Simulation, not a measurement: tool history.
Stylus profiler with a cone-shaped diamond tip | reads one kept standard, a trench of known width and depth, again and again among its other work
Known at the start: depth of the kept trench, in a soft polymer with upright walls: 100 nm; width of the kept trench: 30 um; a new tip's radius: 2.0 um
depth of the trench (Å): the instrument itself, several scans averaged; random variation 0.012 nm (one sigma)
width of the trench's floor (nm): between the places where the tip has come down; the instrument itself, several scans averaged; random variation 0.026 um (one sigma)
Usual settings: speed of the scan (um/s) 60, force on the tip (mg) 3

| run | hour | speed of the scan (um/s) | force on the tip (mg) | depth of the trench (Å) | width of the trench's floor (nm) |
|---|---|---|---|---|---|
| 1 | 0 | 60 | 3 | 1012.5 | 28340 |
| 2 | 79.4 | 60 | 3 | 1012.4 | 28290 |
| 3 | 177.7 | 60 | 1.11 | 1006.9 | 28080 |
| 4 | 242.5 | 60 | 3 | 1012.4 | 28300 |
| 5 | 289.7 | 60 | 3 | 1012.5 | 28320 |
| 6 | 355.9 | 60 | 3 | 1012.7 | 28250 |
| 7 | 435 | 60 | 3 | 1012.7 | 28290 |
| 8 | 514.3 | 60 | 3 | 1012.6 | 28280 |
| 9 | 568.4 | 60 | 3 | 1013 | 28230 |
| 10 | 662.4 | 99 | 3.9 | 1015 | 28160 |
| 11 | 726.9 | 99 | 3.9 | 1015 | 28070 |
| 12 | 775.2 | 18 | 7.91 | 1023.5 | 28490 |
| 13 | 821 | 141 | 3.85 | 1015.4 | 27920 |
| 14 | 892.4 | 152 | 3.21 | 1013.9 | 27810 |
| 15 | 971.3 | 80 | 3 | 1013.1 | 28170 |
|  | 1064.9 | height scale calibrated on a step standard |
| 16 | 1074.9 | 80 | 3 | 1011 | 28080 |
| 17 | 1126.5 | 80 | 3 | 1010.8 | 28130 |

Forecast each of these 3 alternatives for the next run:
| A | 1214.7 | 20 | 4.7 | ? | ? |
| B | 1214.7 | 27 | 3 | ? | ? |
| C | 1214.7 | 200 | 3 | ? | ? |

| run | depth of the trench (Å) | width of the trench's floor (nm) |
|---|---|---|
| A | 1015.2 | 28410 |
| B | 1011.2 | 28390 |
| C | 1011 | 27520 |
Without the tool's hidden state the same runs would have given:
| run | depth of the trench (Å) | width of the trench's floor (nm) |
|---|---|---|
| A | 1015.4 | 28660 |
| B | 1011.4 | 28630 |
| C | 1011.2 | 27770 |
